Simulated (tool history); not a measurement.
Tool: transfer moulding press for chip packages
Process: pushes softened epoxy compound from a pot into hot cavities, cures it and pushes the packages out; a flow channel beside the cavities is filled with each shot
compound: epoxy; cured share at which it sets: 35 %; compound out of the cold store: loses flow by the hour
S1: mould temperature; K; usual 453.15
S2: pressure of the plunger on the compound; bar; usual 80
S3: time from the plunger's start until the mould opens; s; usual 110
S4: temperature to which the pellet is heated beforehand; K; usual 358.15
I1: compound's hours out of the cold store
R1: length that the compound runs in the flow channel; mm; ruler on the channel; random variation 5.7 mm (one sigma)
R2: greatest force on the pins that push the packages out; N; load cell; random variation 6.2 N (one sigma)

Run 1, day 0: usual settings; I1 32. Result: R1 504 mm, R2 310 N.
Run 2, day 0.446: usual settings; I1 17.2. Result: R1 536 mm, R2 341 N.
Run 3, day 1.004: usual settings; I1 9.2. Result: R1 572 mm, R2 252 N.
Run 4, day 1.333: usual settings; I1 23.2. Result: R1 517 mm, R2 259 N.
Run 5, day 1.917: usual settings; I1 34.7. Result: R1 496 mm, R2 300 N.
Run 6, day 2.492: usual settings; I1 44.1. Result: R1 460 mm, R2 315 N.
Run 7, day 3.138: usual settings but S1 445.15 K; I1 14.6. Result: R1 559 mm, R2 421 N.
Run 8, day 3.642: usual settings but S1 445.15 K; I1 37.5. Result: R1 499 mm, R2 444 N.
Run 9, day 4.204: usual settings but S2 82 bar; I1 22.5. Result: R1 521 mm, R2 325 N.
Run 10, day 4.829: usual settings; I1 18.6. Result: R1 522 mm, R2 359 N.
Run 11, day 5.4: usual settings; I1 31.2. Result: R1 495 mm, R2 264 N.
Run 12, day 6.096: usual settings; I1 46. Result: R1 523 mm, R2 298 N.
Run 13, day 6.579: usual settings; I1 28.3. Result: R1 584 mm, R2 347 N.
Run 14, day 7.004: usual settings but S4 351.15 K; I1 29.6. Result: R1 571 mm, R2 363 N.
Run 15, day 7.583: usual settings but S4 351.15 K; I1 37.4. Result: R1 549 mm, R2 261 N.
Run 16, day 7.892: usual settings but S2 95.6 bar, S3 90 s, S4 351.15 K; I1 43.2. Result: R1 582 mm, R2 413 N.
Run 17, day 8.325: usual settings but S1 451.15 K, S2 68.5 bar, S4 355.15 K; I1 21.2. Result: R1 550 mm, R2 378 N.
Run 18, day 8.95: usual settings but S1 451.15 K, S2 77.7 bar, S3 138 s, S4 352.15 K; I1 25.7. Result: R1 581 mm, R2 310 N.
Run 19, day 9.625: usual settings but S1 451.15 K, S2 77.7 bar, S3 138 s, S4 352.15 K; I1 9.1. Result: R1 615 mm, R2 243 N.
Run 20, day 10.229: usual settings but S3 122 s; I1 15.9. Result: R1 602 mm, R2 278 N.
Run 21, day 10.833: usual settings but S1 447.15 K, S2 68.8 bar, S3 147 s, S4 351.15 K; I1 17.9. Result: R1 555 mm, R2 318 N.
Run 22, day 11.3: usual settings but S1 447.15 K, S2 68.8 bar, S3 147 s, S4 351.15 K; I1 20.1. Result: R1 561 mm, R2 228 N.
Run 23, day 11.638: usual settings but S1 447.15 K, S2 70.5 bar, S3 147 s, S4 351.15 K; I1 44.9. Result: R1 489 mm, R2 248 N.
Run 24, day 12.058: usual settings but S1 447.15 K, S2 83.1 bar, S4 365.15 K; I1 18.5. Result: R1 614 mm, R2 441 N.
Run 25, day 12.371: usual settings but S1 447.15 K, S2 73.6 bar, S3 145 s, S4 365.15 K; I1 28. Result: R1 541 mm, R2 306 N.
Run 26, day 12.858: usual settings but S1 450.15 K, S2 63.1 bar, S3 139 s, S4 356.15 K; I1 23.4. Result: R1 509 mm, R2 305 N.
Run 27, day 13.225: usual settings but S1 450.15 K, S2 63.1 bar, S3 139 s, S4 356.15 K; I1 21.4. Result: R1 510 mm, R2 214 N.
Run 28, day 13.517: usual settings but S1 450.15 K, S2 63.1 bar, S3 139 s, S4 356.15 K; I1 9.8. Result: R1 547 mm, R2 235 N.
Run 29, day 14.033: usual settings but S1 450.15 K, S2 63.1 bar, S3 139 s, S4 356.15 K; I1 45.8. Result: R1 452 mm, R2 252 N.

Taken out of this log: 9 entries between the listed runs. Where each belongs, and how the hidden state differs across it:
Between runs 2 and 3: cavities cleaned with cleaning compound and waxed (day 1)
  true mould temperature over the reading, C: 0.43 -> 0.44; pressure that reaches the compound, % of what is set: 78.44 -> 77.8; grip of the stained cavities, % over clean ones': 45.7 -> 4.1
  measured less the result without the state, R1: -71 -> -77 mm; R2: +102 -> +4 N
Between runs 6 and 7: cavities cleaned with cleaning compound and waxed (day 3.004)
  true mould temperature over the reading, C: 0.47 -> 0.49; pressure that reaches the compound, % of what is set: 76.05 -> 75.34; grip of the stained cavities, % over clean ones': 49.5 -> 7.2
  measured less the result without the state, R1: -69 -> -86 mm; R2: +101 -> +14 N
Between runs 7 and 8: mould's thermocouples calibrated (day 3.483)
  true mould temperature over the reading, C: 0.49 -> -0.16; pressure that reaches the compound, % of what is set: 75.34 -> 74.89; grip of the stained cavities, % over clean ones': 7.2 -> 21.1
  measured less the result without the state, R1: -86 -> -77 mm; R2: +14 -> +81 N
Between runs 10 and 11: cavities cleaned with cleaning compound and waxed (day 5.058)
  true mould temperature over the reading, C: -0.13 -> -0.12; pressure that reaches the compound, % of what is set: 73.6 -> 73.02; grip of the stained cavities, % over clean ones': 53.1 -> 13.7
  measured less the result without the state, R1: -86 -> -82 mm; R2: +126 -> +33 N
Between runs 11 and 12: plunger's sealing rings changed (day 6.096)
  true mould temperature over the reading, C: -0.12 -> -0.11; pressure that reaches the compound, % of what is set: 73.02 -> 99.93; grip of the stained cavities, % over clean ones': 13.7 -> 33
  measured less the result without the state, R1: -82 -> +0 mm; R2: +33 -> +74 N
Between runs 14 and 15: cavities cleaned with cleaning compound and waxed (day 7.154)
  true mould temperature over the reading, C: -0.09 -> -0.07; pressure that reaches the compound, % of what is set: 98.84 -> 98.26; grip of the stained cavities, % over clean ones': 56.3 -> 18.1
  measured less the result without the state, R1: -3 -> -5 mm; R2: +132 -> +41 N
Between runs 18 and 19: cavities cleaned with cleaning compound and waxed (day 9.142)
  true mould temperature over the reading, C: -0.04 -> -0.03; pressure that reaches the compound, % of what is set: 96.71 -> 95.99; grip of the stained cavities, % over clean ones': 54.2 -> 19.9
  measured less the result without the state, R1: -9 -> -12 mm; R2: +106 -> +39 N
Between runs 21 and 22: cavities cleaned with cleaning compound and waxed (day 11.112)
  true mould temperature over the reading, C: 0 -> 0.01; pressure that reaches the compound, % of what is set: 94.6 -> 94.1; grip of the stained cavities, % over clean ones': 51.9 -> 9.6
  measured less the result without the state, R1: -15 -> -17 mm; R2: +111 -> +20 N
Between runs 26 and 27: cavities cleaned with cleaning compound and waxed (day 13.112)
  true mould temperature over the reading, C: 0.05 -> 0.06; pressure that reaches the compound, % of what is set: 92.31 -> 91.93; grip of the stained cavities, % over clean ones': 52.9 -> 7.6
  measured less the result without the state, R1: -21 -> -22 mm; R2: +105 -> +15 N

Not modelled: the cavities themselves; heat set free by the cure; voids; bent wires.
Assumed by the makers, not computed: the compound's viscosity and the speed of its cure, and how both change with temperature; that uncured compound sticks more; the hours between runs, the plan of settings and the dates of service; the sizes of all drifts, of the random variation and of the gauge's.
